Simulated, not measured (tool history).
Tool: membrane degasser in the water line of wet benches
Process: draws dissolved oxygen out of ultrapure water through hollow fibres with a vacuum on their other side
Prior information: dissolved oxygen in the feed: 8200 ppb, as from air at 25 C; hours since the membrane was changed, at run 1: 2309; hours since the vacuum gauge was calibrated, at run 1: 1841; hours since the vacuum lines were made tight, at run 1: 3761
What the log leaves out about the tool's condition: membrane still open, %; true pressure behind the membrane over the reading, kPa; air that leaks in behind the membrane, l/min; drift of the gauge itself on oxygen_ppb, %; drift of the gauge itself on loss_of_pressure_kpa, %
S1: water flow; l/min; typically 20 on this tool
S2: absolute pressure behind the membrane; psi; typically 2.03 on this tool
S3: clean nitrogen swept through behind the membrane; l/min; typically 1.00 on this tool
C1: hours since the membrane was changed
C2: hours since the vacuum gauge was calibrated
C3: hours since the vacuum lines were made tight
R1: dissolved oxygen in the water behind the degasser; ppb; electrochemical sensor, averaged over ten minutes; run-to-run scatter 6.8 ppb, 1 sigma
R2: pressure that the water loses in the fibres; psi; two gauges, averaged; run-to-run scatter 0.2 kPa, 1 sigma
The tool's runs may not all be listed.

| run | hour | S1 | S2 | S3 | C1 | C2 | C3 | R1 | R2 |
|---|---|---|---|---|---|---|---|---|---|
| 1 | 0.0 | 20 | 2.03 | 1.00 | 2309 | 1841 | 3761 | 689.7 | 6.312 |
| 2 | 97.8 | 20 | 2.03 | 0.83 | 2407 | 1939 | 3859 | 753.2 | 6.293 |
| 3 | 161.6 | 20 | 2.03 | 0.83 | 2471 | 2002 | 3923 | 755.8 | 6.280 |
| 4 | 281.9 | 20 | 2.03 | 0.83 | 2591 | 2123 | 4043 | 760.8 | 6.274 |
| 5 | 333.5 | 20 | 2.03 | 0.83 | 2643 | 2174 | 4095 | 779.9 | 6.253 |
| 6 | 405.0 | 20 | 2.03 | 0.66 | 2714 | 2246 | 4166 | 870.9 | 6.327 |
| 7 | 506.8 | 20 | 2.03 | 1.00 | 2816 | 2347 | 4268 | 680.4 | 6.292 |
| 8 | 571.5 | 20 | 2.03 | 1.00 | 2881 | 2412 | 4333 | 702.5 | 6.289 |
| 9 | 679.7 | 20 | 2.03 | 1.00 | 2989 | 2520 | 4441 | 671.9 | 6.295 |
| 10 | 754.8 | 20 | 2.03 | 1.00 | 3064 | 2595 | 4516 | 693.1 | 6.358 |
| 11 | 809.0 | 20 | 2.03 | 1.00 | 3118 | 2650 | 4570 | 699.0 | 6.311 |
| 12 | 864.4 | 15 | 4.10 | 0.54 | 3173 | 2705 | 4626 | 1387.7 | 4.773 |
| 13 | 935.4 | 15 | 4.10 | 0.54 | 3244 | 2776 | 4696 | 1400.9 | 4.770 |
| 14 | 1012.5 | 28 | 4.89 | 2.79 | 3322 | 2853 | 4774 | 1066.6 | 8.911 |
| 15 | 1099.6 | 20 | 4.90 | 0.94 | 3409 | 2940 | 4861 | 1432.9 | 6.318 |
| 16 | 1213.4 | 20 | 3.22 | 1.00 | 3522 | 3054 | 4975 | 991.5 | 6.348 |
| 17 | 1292.3 | 17 | 2.03 | 1.82 | 3601 | 3133 | 5053 | 404.6 | 5.398 |
| 18 | 1379.8 | 16 | 2.68 | 1.11 | 3689 | 3221 | 5141 | 637.7 | 5.056 |
| 19 | 1450.0 | 14 | 2.68 | 1.11 | 3759 | 3291 | 5211 | 550.1 | 4.431 |

What if the next run were any one of these 5? Each begins from the tool's condition after run 19:
| A | 1518.2 | 30 | 2.03 | 1.00 | 3827 | 3359 | 5279 | ? | ? |
| B | 1518.2 | 23 | 2.68 | 1.11 | 3827 | 3359 | 5279 | ? | ? |
| C | 1518.2 | 17 | 1.33 | 0.97 | 3827 | 3359 | 5279 | ? | ? |
| D | 1518.2 | 13 | 2.25 | 1.00 | 3827 | 3359 | 5279 | ? | ? |
| E | 1518.2 | 15 | 1.52 | 1.41 | 3827 | 3359 | 5279 | ? | ? |

| run | R1 | R2 |
|---|---|---|
| A | 1093.3 | 9.491 |
| B | 961.5 | 7.306 |
| C | 414.7 | 5.384 |
| D | 450.4 | 4.118 |
| E | 313.8 | 4.776 |
What these runs would have given with no unlogged condition in the tool:
| run | R1 | R2 |
|---|---|---|
| A | 1066.4 | 9.313 |
| B | 939.2 | 7.169 |
| C | 399.1 | 5.282 |
| D | 437.8 | 4.039 |
| E | 300.9 | 4.688 |

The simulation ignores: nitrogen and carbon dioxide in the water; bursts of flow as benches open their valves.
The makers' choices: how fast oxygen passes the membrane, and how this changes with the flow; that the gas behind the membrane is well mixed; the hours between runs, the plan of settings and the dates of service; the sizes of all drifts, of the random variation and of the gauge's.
